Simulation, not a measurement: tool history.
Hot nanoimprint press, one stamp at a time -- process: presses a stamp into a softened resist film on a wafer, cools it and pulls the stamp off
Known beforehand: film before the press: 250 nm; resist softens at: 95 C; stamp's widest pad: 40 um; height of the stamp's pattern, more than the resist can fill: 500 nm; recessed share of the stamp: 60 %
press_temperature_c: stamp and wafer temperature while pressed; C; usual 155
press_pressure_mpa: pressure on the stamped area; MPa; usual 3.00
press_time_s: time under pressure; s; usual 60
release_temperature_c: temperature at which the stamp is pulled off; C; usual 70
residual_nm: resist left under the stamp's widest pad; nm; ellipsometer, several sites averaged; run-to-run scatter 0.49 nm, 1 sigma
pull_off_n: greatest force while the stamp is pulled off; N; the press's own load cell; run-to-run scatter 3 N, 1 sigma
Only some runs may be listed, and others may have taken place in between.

Run 1, hour 0.0: usual settings. Result: residual_nm 109.2 nm, pull_off_n 197 N.
At hour 57.5: stamp cleaned and given a new release coat.
Run 2, hour 69.1: usual settings but press_temperature_c 159 C. Result: residual_nm 96.1 nm, pull_off_n 139 N.
Run 3, hour 139.9: usual settings but press_temperature_c 159 C, press_time_s 56 s. Result: residual_nm 97.9 nm, pull_off_n 150 N.
Run 4, hour 182.4: usual settings but press_temperature_c 159 C, press_time_s 120 s. Result: residual_nm 74.0 nm, pull_off_n 146 N.
Run 5, hour 252.3: usual settings but press_temperature_c 159 C, press_time_s 113 s. Result: residual_nm 76.0 nm, pull_off_n 155 N.
Run 6, hour 311.4: usual settings but press_temperature_c 159 C, press_time_s 113 s. Result: residual_nm 75.3 nm, pull_off_n 157 N.
Run 7, hour 374.9: usual settings but press_temperature_c 159 C, press_time_s 113 s. Result: residual_nm 74.9 nm, pull_off_n 161 N.
Run 8, hour 424.8: usual settings but release_temperature_c 65 C. Result: residual_nm 107.3 nm, pull_off_n 171 N.
Run 9, hour 458.7: usual settings but release_temperature_c 65 C. Result: residual_nm 106.9 nm, pull_off_n 181 N.
At hour 527.3: plate thermocouple calibrated.
Run 10, hour 536.4: usual settings but release_temperature_c 65 C. Result: residual_nm 111.3 nm, pull_off_n 183 N.
Run 11, hour 598.1: usual settings but release_temperature_c 65 C. Result: residual_nm 110.9 nm, pull_off_n 184 N.
At hour 646.3: press's hydraulic seals changed and the load cell set to zero.
Run 12, hour 679.2: usual settings but release_temperature_c 65 C. Result: residual_nm 110.1 nm, pull_off_n 190 N.
Run 13, hour 736.7: usual settings but release_temperature_c 65 C. Result: residual_nm 110.1 nm, pull_off_n 201 N.
Run 14, hour 791.4: usual settings but release_temperature_c 65 C. Result: residual_nm 110.0 nm, pull_off_n 211 N.
Run 15, hour 827.3: usual settings but release_temperature_c 65 C. Result: residual_nm 108.2 nm, pull_off_n 209 N.
At hour 878.8: stamp cleaned and given a new release coat.
Run 16, hour 907.2: usual settings but release_temperature_c 65 C. Result: residual_nm 109.1 nm, pull_off_n 147 N.
Run 17, hour 966.9: usual settings but press_pressure_mpa 2.56 MPa. Result: residual_nm 118.0 nm, pull_off_n 150 N.
Run 18, hour 1035.0: usual settings but press_temperature_c 161 C, press_pressure_mpa 2.40 MPa. Result: residual_nm 101.1 nm, pull_off_n 157 N.
Run 19, hour 1088.3: usual settings but press_temperature_c 152 C, press_pressure_mpa 2.31 MPa. Result: residual_nm 136.4 nm, pull_off_n 159 N.
Run 20, hour 1150.7: usual settings but press_temperature_c 152 C, press_pressure_mpa 2.36 MPa, release_temperature_c 63 C. Result: residual_nm 133.8 nm, pull_off_n 166 N.
At hour 1182.6: plate thermocouple calibrated.
Run 21, hour 1222.5: usual settings but press_temperature_c 159 C, press_pressure_mpa 2.36 MPa, press_time_s 42 s, release_temperature_c 63 C. Result: residual_nm 124.0 nm, pull_off_n 175 N.
Run 22, hour 1292.4: usual settings but press_time_s 37 s, release_temperature_c 59 C. Result: residual_nm 129.2 nm, pull_off_n 185 N.
Run 23, hour 1351.8: usual settings but press_time_s 58 s, release_temperature_c 57 C. Result: residual_nm 110.3 nm, pull_off_n 195 N.
Run 24, hour 1406.6: usual settings but press_pressure_mpa 2.43 MPa, press_time_s 58 s, release_temperature_c 57 C. Result: residual_nm 123.5 nm, pull_off_n 193 N.
Run 25, hour 1465.7: usual settings but press_temperature_c 162 C, press_pressure_mpa 2.57 MPa, press_time_s 113 s. Result: residual_nm 75.0 nm, pull_off_n 186 N.
Run 26, hour 1514.8: usual settings but press_temperature_c 162 C, press_pressure_mpa 2.57 MPa, press_time_s 113 s. Result: residual_nm 74.7 nm, pull_off_n 189 N.
Run 27, hour 1565.6: usual settings but press_temperature_c 162 C, press_pressure_mpa 2.57 MPa, press_time_s 113 s, release_temperature_c 58 C. Result: residual_nm 74.7 nm, pull_off_n 217 N.
Run 28, hour 1639.2: usual settings but press_temperature_c 162 C, press_pressure_mpa 2.57 MPa, press_time_s 113 s, release_temperature_c 58 C. Result: residual_nm 74.6 nm, pull_off_n 217 N.
Run 29, hour 1671.7: usual settings but press_temperature_c 162 C, press_pressure_mpa 2.57 MPa, press_time_s 49 s, release_temperature_c 58 C. Result: residual_nm 102.2 nm, pull_off_n 221 N.
At hour 1692.6: stamp cleaned and given a new release coat.
At hour 1742.3: press's hydraulic seals changed and the load cell set to zero.
Run 30, hour 1751.8: usual settings but press_temperature_c 145 C, press_pressure_mpa 4.19 MPa. Result: residual_nm 128.7 nm, pull_off_n 149 N.

Consider 4 possible next runs. They are alternatives, not a sequence: every one starts from the tool as it was left by run 30. What does each give?
Run A, hour 1823.5: usual settings but press_temperature_c 145 C, press_pressure_mpa 1.93 MPa, press_time_s 103 s, release_temperature_c 71 C. Result: residual_nm ?, pull_off_n ?.
Run B, hour 1823.5: usual settings but press_pressure_mpa 3.81 MPa, release_temperature_c 66 C. Result: residual_nm ?, pull_off_n ?.
Run C, hour 1823.5: usual settings but press_temperature_c 146 C, press_pressure_mpa 4.19 MPa, press_time_s 45 s, release_temperature_c 56 C. Result: residual_nm ?, pull_off_n ?.
Run D, hour 1823.5: usual settings but press_temperature_c 145 C, press_pressure_mpa 4.19 MPa, release_temperature_c 64 C. Result: residual_nm ?, pull_off_n ?.

run  residual_nm  pull_off_n
  A        154.8         149
  B         94.0         155
  C        134.7         166
  D        126.8         154
The same runs, with their run-to-run variation unchanged, on a tool lacking any hidden condition would have given:
run  residual_nm  pull_off_n
  A        160.1         142
  B         97.4         147
  C        139.6         158
  D        131.7         146

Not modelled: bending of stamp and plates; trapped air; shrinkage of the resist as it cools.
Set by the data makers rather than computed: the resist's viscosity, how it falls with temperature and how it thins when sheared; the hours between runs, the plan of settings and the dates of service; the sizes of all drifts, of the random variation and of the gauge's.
